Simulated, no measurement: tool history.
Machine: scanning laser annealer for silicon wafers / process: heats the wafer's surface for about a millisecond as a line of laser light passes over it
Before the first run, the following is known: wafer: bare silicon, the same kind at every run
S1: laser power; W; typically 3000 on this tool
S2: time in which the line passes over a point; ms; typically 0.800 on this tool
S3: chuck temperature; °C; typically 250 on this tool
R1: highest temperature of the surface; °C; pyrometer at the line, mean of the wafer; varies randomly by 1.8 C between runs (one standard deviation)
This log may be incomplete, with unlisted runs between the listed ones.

run 1 day=0.000 | S1=3000 S2=0.800 S3=250 | R1=989
run 2 day=0.371 | S1=3000 S2=0.800 S3=250 | R1=987
run 3 day=1.150 | S1=3289 S2=0.800 S3=250 | R1=1061
run 4 day=1.658 | S1=3000 S2=0.788 S3=250 | R1=982
run 5 day=2.025 | S1=2874 S2=0.800 S3=250 | R1=955
run 6 day=2.512 | S1=2874 S2=0.800 S3=250 | R1=956
run 7 day=3.088 | S1=2874 S2=0.800 S3=250 | R1=950
run 8 day=3.696 | S1=3000 S2=0.800 S3=216 | R1=953
run 9 day=4.133 | S1=3000 S2=0.800 S3=216 | R1=952
run 10 day=4.683 | S1=3000 S2=0.800 S3=216 | R1=946
run 11 day=5.179 | S1=3000 S2=0.800 S3=216 | R1=950
run 12 day=5.592 | S1=3000 S2=0.583 S3=250 | R1=875
run 13 day=5.971 | S1=2970 S2=0.736 S3=252 | R1=949
run 14 day=6.838 | S1=2594 S2=0.800 S3=240 | R1=868
-- day=7.083 optics aligned, line set to its width
run 15 day=7.833 | S1=3000 S2=0.952 S3=287 | R1=1083
run 16 day=8.196 | S1=3000 S2=0.652 S3=250 | R1=907
run 17 day=8.942 | S1=3000 S2=0.652 S3=250 | R1=910

Predict the results of run 18:
run 18 day=9.617 | S1=3000 S2=0.652 S3=250 | R1=?

Run 18 measured R1 907 °C.
If the tool had no hidden condition, the same run with the same run-to-run variation would have returned R1 927 °C.
